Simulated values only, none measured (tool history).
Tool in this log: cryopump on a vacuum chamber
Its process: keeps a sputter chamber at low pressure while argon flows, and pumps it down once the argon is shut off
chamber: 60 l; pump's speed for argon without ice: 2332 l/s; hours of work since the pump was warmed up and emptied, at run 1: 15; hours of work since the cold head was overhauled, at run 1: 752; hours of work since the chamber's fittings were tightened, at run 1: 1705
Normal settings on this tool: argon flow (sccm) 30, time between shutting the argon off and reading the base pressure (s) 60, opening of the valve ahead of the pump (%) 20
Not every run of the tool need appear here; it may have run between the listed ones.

run     day  argon flow (sccm)  time between shutting the argon off and reading the base pressure (s)  opening of the valve ahead of the pump (%)  hours of work since the pump was warmed up and emptied  hours of work since the cold head was overhauled  hours of work since the chamber's fittings were tightened  pressure while argon flows (Pa)  pressure after the wait (uPa)
  1   0.000                 30                                                                     60                                          20                                                      15                                               752                                                       1705                           0.1092                           1.45
  2   1.546                 30                                                                     60                                          20                                                      43                                               780                                                       1733                           0.1097                           1.43
  3   4.558                 30                                                                     60                                          20                                                      97                                               834                                                       1787                           0.1100                           1.52
  4   7.138                 30                                                                     60                                          20                                                     144                                               881                                                       1834                           0.1104                           1.53
  5  10.338                 30                                                                     60                                          20                                                     202                                               939                                                       1892                           0.1097                           1.57
  6  11.779                 12                                                                     60                                          20                                                     228                                               965                                                       1918                           0.0446                           1.61
  7  14.771                 13                                                                     60                                          20                                                     282                                              1019                                                       1972                           0.0482                           1.67
     16.658  -- leaking fittings of the chamber tightened, without venting
  8  16.912                 13                                                                     60                                          20                                                     319                                              1056                                                          5                           0.0478                           0.81
  9  19.708                 13                                                                     60                                          26                                                     370                                              1107                                                         55                           0.0382                           0.81
 10  21.121                 13                                                                     60                                          26                                                     396                                              1133                                                         81                           0.0388                           0.84
 11  24.225                 13                                                                     60                                          26                                                     452                                              1189                                                        137                           0.0385                           0.90
 12  27.288                 30                                                                     60                                          20                                                     507                                              1244                                                        193                           0.1150                           0.94
 13  28.838                 30                                                                     99                                          20                                                     535                                              1272                                                        221                           0.1162                           0.68
 14  30.879                 30                                                                     99                                          20                                                     572                                              1309                                                        257                           0.1166                           0.76
 15  33.354                 30                                                                     60                                          20                                                     617                                              1354                                                        302                           0.1168                           1.01
 16  35.912                 30                                                                     60                                          20                                                     664                                              1400                                                        349                           0.1183                           1.02
     37.321  -- pump warmed up, emptied and cooled again
 17  37.829                 30                                                                     60                                          20                                                       9                                              1431                                                        380                           0.1084                           0.98
 18  40.050                 46                                                                     75                                          49                                                      49                                              1472                                                        420                           0.0692                           0.82
 19  41.717                 30                                                                     70                                          27                                                      80                                              1502                                                        450                           0.0823                           0.86
 20  44.458                 30                                                                     61                                          17                                                     129                                              1551                                                        500                           0.1303                           1.02
 21  47.404                 30                                                                     61                                          17                                                     183                                              1605                                                        553                           0.1300                           1.05
 22  50.112                 30                                                                     61                                          17                                                     232                                              1654                                                        602                           0.1320                           1.05
 23  53.092                 30                                                                     61                                          17                                                     286                                              1708                                                        656                           0.1321                           1.10
 24  54.612                 30                                                                     61                                          17                                                     313                                              1735                                                        683                           0.1319                           1.13
 25  57.083                 48                                                                    267                                          20                                                     358                                              1780                                                        728                           0.1832                           0.66
 26  58.621                 30                                                                    218                                          20                                                     386                                              1808                                                        756                           0.1137                           0.71
 27  61.575                 14                                                                    181                                          20                                                     439                                              1861                                                        810                           0.0536                           0.80
 28  64.062                 16                                                                     48                                          46                                                     484                                              1906                                                        855                           0.0285                           1.37
 29  65.746                 16                                                                     48                                          46                                                     515                                              1937                                                        885                           0.0303                           1.49
 30  68.279                 26                                                                     34                                          52                                                     561                                              1983                                                        931                           0.0433                           1.77
 31  70.254                 46                                                                     60                                          50                                                     596                                              2019                                                        967                           0.0804                           1.38
 32  72.458                 13                                                                     60                                          33                                                     636                                              2058                                                       1007                           0.0323                           1.40
     75.171  -- pump warmed up, emptied and cooled again
 33  75.475                 13                                                                     60                                          27                                                       5                                              2109                                                       1057                           0.0346                           1.22

Predict each of these 3 candidate next runs independently; none follows another, all start after run 33:
  A  77.667                 13                                                                     21                                          25                                                      45                                              2149                                                       1097                                ?                              ?
  B  77.667                 13                                                                     60                                          18                                                      45                                              2149                                                       1097                                ?                              ?
  C  77.667                 30                                                                     28                                          45                                                      45                                              2149                                                       1097                                ?                              ?

run  pressure while argon flows (Pa)  pressure after the wait (uPa)
  A                           0.0386                           2.38
  B                           0.0522                           1.26
  C                           0.0488                           1.92
Take away the tool's hidden state, keep each run's random variation, and the runs would have read:
run  pressure while argon flows (Pa)  pressure after the wait (uPa)
  A                           0.0382                           1.91
  B                           0.0518                           0.78
  C                           0.0480                           1.45
